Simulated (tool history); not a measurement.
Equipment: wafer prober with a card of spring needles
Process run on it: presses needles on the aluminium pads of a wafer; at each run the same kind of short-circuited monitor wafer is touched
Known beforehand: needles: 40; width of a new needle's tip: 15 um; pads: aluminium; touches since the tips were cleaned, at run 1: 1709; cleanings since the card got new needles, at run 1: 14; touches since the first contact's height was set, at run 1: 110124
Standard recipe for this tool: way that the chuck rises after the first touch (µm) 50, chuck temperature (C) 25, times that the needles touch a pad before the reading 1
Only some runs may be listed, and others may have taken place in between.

run   hour  way that the chuck rises after the first touch (µm)  chuck temperature (C)  times that the needles touch a pad before the reading  touches since the tips were cleaned  cleanings since the card got new needles  touches since the first contact's height was set  resistance of one needle with its contact and lead (mohm)  way that a needle slides on the pad (µm)
  1      0                                                   50                     25                                                      1                                 1709                                        14                                            110124                                                        197                                     13.62
       6.3  -- height of the first contact set anew
        11  -- tips cleaned on abrasive film
  2     11                                                   50                     25                                                      1                                    0                                        15                                              2119                                                        136                                      13.8
  3   17.7                                                   50                     25                                                      1                                 3052                                        15                                              5171                                                        215                                     13.83
      25.8  -- tips cleaned on abrasive film
  4   27.3                                                   60                     25                                                      1                                  684                                        16                                              9501                                                        157                                     16.58
  5   33.8                                                   50                     25                                                      2                                 3672                                        16                                             12489                                                        190                                     13.74
      40.3  -- tips cleaned on abrasive film
  6   42.6                                                   35                     25                                                      2                                 1026                                        17                                             16420                                                        189                                      9.68
  7   49.6                                                   35                     25                                                      2                                 4228                                        17                                             19622                                                        250                                      9.58
      55.2  -- tips cleaned on abrasive film
  8   56.9                                                   50                     25                                                      1                                  772                                        18                                             22936                                                        169                                      13.8
  9   67.8                                                   50                     59                                                      1                                 5709                                        18                                             27873                                                        238                                     13.75
      70.1  -- tips cleaned on abrasive film
 10   79.8                                                   50                    120                                                      1                                 4413                                        19                                             33310                                                        228                                     13.79
      84.5  -- tips cleaned on abrasive film
 11   89.9                                                   50                    120                                                      1                                 2443                                        20                                             37870                                                        210                                     13.81
      99.3  -- tips cleaned on abrasive film
 12   99.5                                                   50                    120                                                      1                                  103                                        21                                             42215                                                        157                                      13.7
 13  108.7                                                   50                    120                                                      1                                 4325                                        21                                             46437                                                        233                                     13.68
     114.4  -- tips cleaned on abrasive film
 14  119.4                                                   50                     25                                                      1                                 2270                                        22                                             51246                                                        200                                     13.67
     129.4  -- tips cleaned on abrasive film
 15  131.2                                                   50                     25                                                      1                                  849                                        23                                             56610                                                        172                                     13.68
 16  141.1                                                   50                     25                                                      1                                 5378                                        23                                             61139                                                        236                                     13.72
       144  -- tips cleaned on abrasive film
 17  150.7                                                   69                     53                                                      1                                 3063                                        24                                             65443                                                        183                                     18.96
     158.7  -- tips cleaned on abrasive film
 18  162.3                                                   48                     29                                                      2                                 1622                                        25                                             70689                                                        170                                      13.1
 19  171.4                                                   48                     59                                                      2                                 5803                                        25                                             74870                                                        202                                     13.07
     173.5  -- tips cleaned on abrasive film
 20  181.3                                                   48                     59                                                      2                                 3545                                        26                                             79331                                                        198                                     13.04
     188.6  -- tips cleaned on abrasive film
 21  191.9                                                   50                     67                                                      1                                 1516                                        27                                             84139                                                        199                                     13.69
 22  198.4                                                   50                     36                                                      2                                 4476                                        27                                             87099                                                        193                                     13.69
     203.4  -- tips cleaned on abrasive film
 23  204.1                                                   53                     51                                                      2                                  308                                        28                                             89632                                                        147                                     14.45
 24  214.7                                                   40                     25                                                      3                                 5141                                        28                                             94465                                                        189                                     10.88
     217.8  -- tips cleaned on abrasive film
 25  227.1                                                   40                     55                                                      2                                 4238                                        29                                            100091                                                        226                                     10.86
     232.8  -- tips cleaned on abrasive film
 26  239.2                                                   40                     55                                                      2                                 2894                                        30                                            105549                                                        211                                     10.84
     248.2  -- tips cleaned on abrasive film
 27  250.9                                                   40                     55                                                      2                                 1256                                        31                                            110873                                                        190                                     10.82
     254.9  -- height of the first contact set anew
 28  257.9                                                   40                     55                                                      2                                 4318                                        31                                              1391                                                        224                                     11.07
       263  -- tips cleaned on abrasive film
 29  269.3                                                   55                     25                                                      1                                 2895                                        32                                              6550                                                        205                                     15.19

Predict each of these 4 candidate next runs independently; none follows another, all start after run 29:
  A  275.5                                                   56                     44                                                      1                                 5705                                        32                                              9360                                                          ?                                         ?
  B  275.5                                                   50                     25                                                      2                                 5705                                        32                                              9360                                                          ?                                         ?
  C  275.5                                                   36                     39                                                      1                                 5705                                        32                                              9360                                                          ?                                         ?
  D  275.5                                                   34                     25                                                      1                                 5705                                        32                                              9360                                                          ?                                         ?

run  resistance of one needle with its contact and lead (mohm)  way that a needle slides on the pad (µm)
  A                                                        219                                     15.49
  B                                                        193                                     13.81
  C                                                        322                                      9.96
  D                                                        349                                      9.43
Stripped of hidden state, with their random variation kept, the same runs would have yielded:
run  resistance of one needle with its contact and lead (mohm)  way that a needle slides on the pad (µm)
  A                                                        132                                      15.5
  B                                                        129                                     13.82
  C                                                        135                                      9.97
  D                                                        135                                      9.44

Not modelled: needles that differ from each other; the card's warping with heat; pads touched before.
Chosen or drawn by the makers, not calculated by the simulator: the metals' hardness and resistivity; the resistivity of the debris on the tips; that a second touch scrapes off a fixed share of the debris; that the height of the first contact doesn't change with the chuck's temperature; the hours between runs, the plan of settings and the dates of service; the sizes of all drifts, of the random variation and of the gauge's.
